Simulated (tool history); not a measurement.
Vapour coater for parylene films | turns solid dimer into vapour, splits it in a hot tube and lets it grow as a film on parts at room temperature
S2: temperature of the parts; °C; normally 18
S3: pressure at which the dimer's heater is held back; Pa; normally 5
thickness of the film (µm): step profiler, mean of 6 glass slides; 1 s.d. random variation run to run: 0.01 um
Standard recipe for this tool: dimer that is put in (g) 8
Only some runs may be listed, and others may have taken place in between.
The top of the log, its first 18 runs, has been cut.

run 19 hour=308.7 | dimer_that_is_put_in_(g)=10 S2=12 S3=5.14 | thickness_of_the_film_(µm)=2.03
run 20 hour=332.1 | dimer_that_is_put_in_(g)=8 S2=13 S3=9.12 | thickness_of_the_film_(µm)=1.37
run 21 hour=342.9 | dimer_that_is_put_in_(g)=8 S2=13 S3=9.12 | thickness_of_the_film_(µm)=1.36
-- hour=350.9 trap's valve overhauled
run 22 hour=368.6 | dimer_that_is_put_in_(g)=8 S2=13 S3=9.12 | thickness_of_the_film_(µm)=1.48
run 23 hour=379.1 | dimer_that_is_put_in_(g)=4 S2=13 S3=4.89 | thickness_of_the_film_(µm)=0.83
run 24 hour=399.5 | dimer_that_is_put_in_(g)=4 S2=13 S3=4.89 | thickness_of_the_film_(µm)=0.82
run 25 hour=419.8 | dimer_that_is_put_in_(g)=10 S2=26 S3=5 | thickness_of_the_film_(µm)=1.1
run 26 hour=438.7 | dimer_that_is_put_in_(g)=10 S2=26 S3=5 | thickness_of_the_film_(µm)=1.09
run 27 hour=457.3 | dimer_that_is_put_in_(g)=10 S2=24 S3=5 | thickness_of_the_film_(µm)=1.2
run 28 hour=478.1 | dimer_that_is_put_in_(g)=6 S2=24 S3=2.52 | thickness_of_the_film_(µm)=0.81
run 29 hour=497.8 | dimer_that_is_put_in_(g)=4 S2=18 S3=2.02 | thickness_of_the_film_(µm)=0.78
run 30 hour=512.3 | dimer_that_is_put_in_(g)=8 S2=12 S3=11.5 | thickness_of_the_film_(µm)=1.45
run 31 hour=531.7 | dimer_that_is_put_in_(g)=8 S2=12 S3=11.5 | thickness_of_the_film_(µm)=1.42

What will run 32 give?
run 32 hour=541.9 | dimer_that_is_put_in_(g)=6 S2=17 S3=5 | thickness_of_the_film_(µm)=?

Run 32 measured thickness of the film (µm) 1.01.
Minus the tool's unlogged condition, the same run would have read thickness of the film (µm) 1.05.

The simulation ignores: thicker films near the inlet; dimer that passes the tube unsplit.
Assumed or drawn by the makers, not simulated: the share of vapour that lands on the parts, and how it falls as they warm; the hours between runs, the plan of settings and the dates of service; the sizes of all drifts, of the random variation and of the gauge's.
